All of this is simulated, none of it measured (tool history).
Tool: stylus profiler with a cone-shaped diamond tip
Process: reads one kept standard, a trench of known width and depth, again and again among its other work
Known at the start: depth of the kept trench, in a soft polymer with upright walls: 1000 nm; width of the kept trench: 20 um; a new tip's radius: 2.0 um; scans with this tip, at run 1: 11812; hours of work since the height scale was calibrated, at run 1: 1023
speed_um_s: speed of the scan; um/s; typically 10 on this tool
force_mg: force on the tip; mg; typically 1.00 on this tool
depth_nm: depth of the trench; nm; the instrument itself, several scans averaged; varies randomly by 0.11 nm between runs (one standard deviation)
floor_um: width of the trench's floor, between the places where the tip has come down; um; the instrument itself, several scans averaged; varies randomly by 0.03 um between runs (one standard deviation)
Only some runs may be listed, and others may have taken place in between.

| run | hour | speed_um_s | force_mg | scans with this tip | hours of work since the height scale was calibrated | depth_nm | floor_um |
|---|---|---|---|---|---|---|---|
| 1 | 0.0 | 10 | 1.00 | 11812 | 1023 | 1009.44 | 14.41 |
| 2 | 53.2 | 14 | 1.00 | 12196 | 1056 | 1009.20 | 14.31 |
| 3 | 90.0 | 10 | 1.43 | 12462 | 1079 | 1011.37 | 14.36 |
| 4 | 116.6 | 10 | 2.60 | 12653 | 1095 | 1015.97 | 14.39 |
| 5 | 166.0 | 10 | 2.60 | 13010 | 1126 | 1015.90 | 14.30 |
| 6 | 217.5 | 10 | 2.60 | 13381 | 1158 | 1015.89 | 14.22 |
| 7 | 258.0 | 18 | 1.00 | 13673 | 1184 | 1009.56 | 14.07 |
| 8 | 293.3 | 18 | 1.00 | 13928 | 1206 | 1009.71 | 14.12 |
|  | 296.8 | height scale calibrated on a step standard |
| 9 | 326.3 | 18 | 1.00 | 14162 | 18 | 1010.09 | 13.97 |
| 10 | 362.2 | 10 | 1.68 | 14421 | 41 | 1013.21 | 14.09 |
| 11 | 398.8 | 10 | 1.68 | 14685 | 64 | 1013.05 | 14.05 |
|  | 440.6 | height scale calibrated on a step standard, once more |
| 12 | 452.5 | 4 | 1.00 | 15069 | 7 | 1007.45 | 14.02 |
| 13 | 480.2 | 3 | 1.40 | 15269 | 25 | 1009.40 | 13.99 |
| 14 | 528.1 | 5 | 0.80 | 15614 | 55 | 1006.54 | 13.89 |
| 15 | 555.1 | 7 | 0.54 | 15809 | 71 | 1005.16 | 13.91 |
| 16 | 589.5 | 20 | 2.74 | 16057 | 93 | 1014.57 | 13.85 |
| 17 | 623.9 | 20 | 2.74 | 16305 | 114 | 1014.59 | 13.84 |
| 18 | 675.8 | 10 | 0.75 | 16680 | 147 | 1006.33 | 13.72 |
| 19 | 716.3 | 24 | 1.00 | 16971 | 172 | 1007.70 | 13.70 |
| 20 | 745.8 | 2 | 2.52 | 17184 | 191 | 1014.11 | 13.75 |
| 21 | 785.7 | 2 | 2.52 | 17472 | 215 | 1014.03 | 13.71 |

Branching from run 21: 4 alternative next runs. What would each branch give?
| A | 842.7 | 6 | 2.52 | 17883 | 251 | ? | ? |
| B | 842.7 | 17 | 0.38 | 17883 | 251 | ? | ? |
| C | 842.7 | 13 | 0.52 | 17883 | 251 | ? | ? |
| D | 842.7 | 7 | 1.18 | 17883 | 251 | ? | ? |

| run | depth_nm | floor_um |
|---|---|---|
| A | 1014.14 | 13.67 |
| B | 1004.66 | 13.48 |
| C | 1005.37 | 13.55 |
| D | 1008.60 | 13.67 |
With the hidden condition removed and each run's random variation left untouched, the same runs would have given:
| run | depth_nm | floor_um |
|---|---|---|
| A | 1013.34 | 16.51 |
| B | 1003.87 | 16.31 |
| C | 1004.58 | 16.39 |
| D | 1007.81 | 16.51 |
